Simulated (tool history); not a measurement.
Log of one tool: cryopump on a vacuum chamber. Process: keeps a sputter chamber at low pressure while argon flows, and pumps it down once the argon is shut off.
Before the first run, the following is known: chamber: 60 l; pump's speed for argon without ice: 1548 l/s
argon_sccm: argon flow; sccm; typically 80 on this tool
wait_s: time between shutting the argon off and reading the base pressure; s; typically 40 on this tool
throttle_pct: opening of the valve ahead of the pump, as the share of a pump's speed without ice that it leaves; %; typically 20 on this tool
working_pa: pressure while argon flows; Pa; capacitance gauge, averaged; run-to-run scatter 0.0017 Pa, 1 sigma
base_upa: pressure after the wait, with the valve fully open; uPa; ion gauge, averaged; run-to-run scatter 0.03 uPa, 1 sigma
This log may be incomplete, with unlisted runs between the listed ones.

run 1 hour=0.0 | argon_sccm=80 wait_s=40 throttle_pct=20 | working_pa=0.4439 base_upa=1.99
run 2 hour=11.9 | argon_sccm=80 wait_s=40 throttle_pct=20 | working_pa=0.4422 base_upa=1.97
run 3 hour=22.0 | argon_sccm=80 wait_s=40 throttle_pct=20 | working_pa=0.4455 base_upa=1.91
run 4 hour=38.0 | argon_sccm=80 wait_s=40 throttle_pct=19 | working_pa=0.4667 base_upa=1.97
run 5 hour=58.8 | argon_sccm=80 wait_s=40 throttle_pct=19 | working_pa=0.4676 base_upa=1.95
run 6 hour=74.4 | argon_sccm=79 wait_s=40 throttle_pct=20 | working_pa=0.4389 base_upa=1.99
run 7 hour=85.4 | argon_sccm=79 wait_s=40 throttle_pct=20 | working_pa=0.4403 base_upa=1.99
run 8 hour=106.5 | argon_sccm=79 wait_s=40 throttle_pct=20 | working_pa=0.4399 base_upa=1.98
run 9 hour=123.0 | argon_sccm=79 wait_s=40 throttle_pct=20 | working_pa=0.4402 base_upa=2.07
run 10 hour=140.3 | argon_sccm=79 wait_s=40 throttle_pct=20 | working_pa=0.4395 base_upa=1.96
run 11 hour=150.3 | argon_sccm=53 wait_s=40 throttle_pct=20 | working_pa=0.2959 base_upa=2.06
run 12 hour=170.8 | argon_sccm=53 wait_s=40 throttle_pct=20 | working_pa=0.2948 base_upa=1.95
run 13 hour=180.1 | argon_sccm=80 wait_s=40 throttle_pct=20 | working_pa=0.4448 base_upa=1.97
run 14 hour=196.6 | argon_sccm=53 wait_s=40 throttle_pct=20 | working_pa=0.2958 base_upa=1.99
run 15 hour=218.6 | argon_sccm=53 wait_s=40 throttle_pct=20 | working_pa=0.2948 base_upa=2.01
run 16 hour=236.4 | argon_sccm=53 wait_s=40 throttle_pct=20 | working_pa=0.2963 base_upa=2.04
run 17 hour=250.8 | argon_sccm=53 wait_s=51 throttle_pct=20 | working_pa=0.2971 base_upa=1.75
run 18 hour=266.7 | argon_sccm=80 wait_s=123 throttle_pct=20 | working_pa=0.4480 base_upa=1.17
run 19 hour=282.8 | argon_sccm=157 wait_s=145 throttle_pct=57 | working_pa=0.3209 base_upa=1.06
run 20 hour=299.4 | argon_sccm=63 wait_s=104 throttle_pct=20 | working_pa=0.3531 base_upa=1.25
run 21 hour=319.3 | argon_sccm=54 wait_s=227 throttle_pct=51 | working_pa=0.1221 base_upa=1.01
run 22 hour=332.1 | argon_sccm=64 wait_s=83 throttle_pct=20 | working_pa=0.3589 base_upa=1.33
run 23 hour=352.2 | argon_sccm=151 wait_s=22 throttle_pct=56 | working_pa=0.3151 base_upa=3.22
run 24 hour=370.0 | argon_sccm=159 wait_s=22 throttle_pct=38 | working_pa=0.4816 base_upa=3.16
run 25 hour=385.2 | argon_sccm=80 wait_s=70 throttle_pct=18 | working_pa=0.4972 base_upa=1.55
run 26 hour=397.4 | argon_sccm=80 wait_s=70 throttle_pct=18 | working_pa=0.4991 base_upa=1.48
run 27 hour=416.8 | argon_sccm=80 wait_s=70 throttle_pct=18 | working_pa=0.4943 base_upa=1.52
run 28 hour=433.2 | argon_sccm=80 wait_s=70 throttle_pct=18 | working_pa=0.5026 base_upa=1.50
run 29 hour=442.6 | argon_sccm=34 wait_s=83 throttle_pct=38 | working_pa=0.1032 base_upa=1.41
run 30 hour=459.7 | argon_sccm=80 wait_s=40 throttle_pct=32 | working_pa=0.2868 base_upa=2.12

For run 31, what comes out?
run 31 hour=477.7 | argon_sccm=80 wait_s=40 throttle_pct=32 | working_pa=? base_upa=?

{"run 31": {"working_pa": 0.2861, "base_upa": 2.08}}
Had the tool carried no hidden state, the very same run would have given working_pa 0.2722 Pa, base_upa 1.51 uPa.
